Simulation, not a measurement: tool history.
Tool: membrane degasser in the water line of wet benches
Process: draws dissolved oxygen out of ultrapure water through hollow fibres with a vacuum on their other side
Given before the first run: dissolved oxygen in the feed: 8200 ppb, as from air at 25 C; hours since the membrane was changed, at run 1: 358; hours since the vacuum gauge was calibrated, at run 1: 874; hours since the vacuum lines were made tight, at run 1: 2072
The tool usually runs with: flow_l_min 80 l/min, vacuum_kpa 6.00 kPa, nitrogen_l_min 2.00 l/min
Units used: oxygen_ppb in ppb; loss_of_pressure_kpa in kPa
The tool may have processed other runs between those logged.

run	hour	flow_l_min	vacuum_kpa	nitrogen_l_min	hours since the membrane was changed	hours since the vacuum gauge was calibrated	hours since the vacuum lines were made tight	oxygen_ppb	loss_of_pressure_kpa
1	0.0	80	6.00	2.00	358	874	2072	341.3	42.26
2	222.0	80	6.00	2.00	580	1096	2294	334.8	42.38
3	444.7	80	6.00	2.00	802	1318	2517	342.7	42.10
4	641.1	80	6.00	2.00	999	1515	2714	333.7	42.02
# hour 780.8: seals of the vacuum lines changed
5	867.7	80	6.00	2.00	1223	1739	87	342.3	42.73
6	1107.8	80	6.00	2.00	1463	1979	327	340.0	41.99
7	1250.2	80	6.00	2.00	1606	2122	469	343.3	42.31
8	1522.4	80	6.00	2.00	1878	2394	742	339.1	41.88
9	1744.5	54	5.91	1.88	2100	2616	964	195.2	28.47
10	1961.1	54	12.91	1.88	2317	2833	1180	593.5	28.55
11	2222.7	54	12.91	3.41	2578	3094	1442	370.3	28.50
12	2464.5	87	3.62	4.03	2820	3336	1684	177.2	46.07
13	2742.9	87	3.62	4.03	3098	3614	1962	177.3	45.91
14	2993.1	51	3.62	4.10	3349	3865	2212	40.2	27.28

Hidden condition of the tool, last listed run before each entry between runs versus first listed run after:
From run 4 to run 5: seals of the vacuum lines changed (hour 780.8)
  both runs share identical hidden conditions
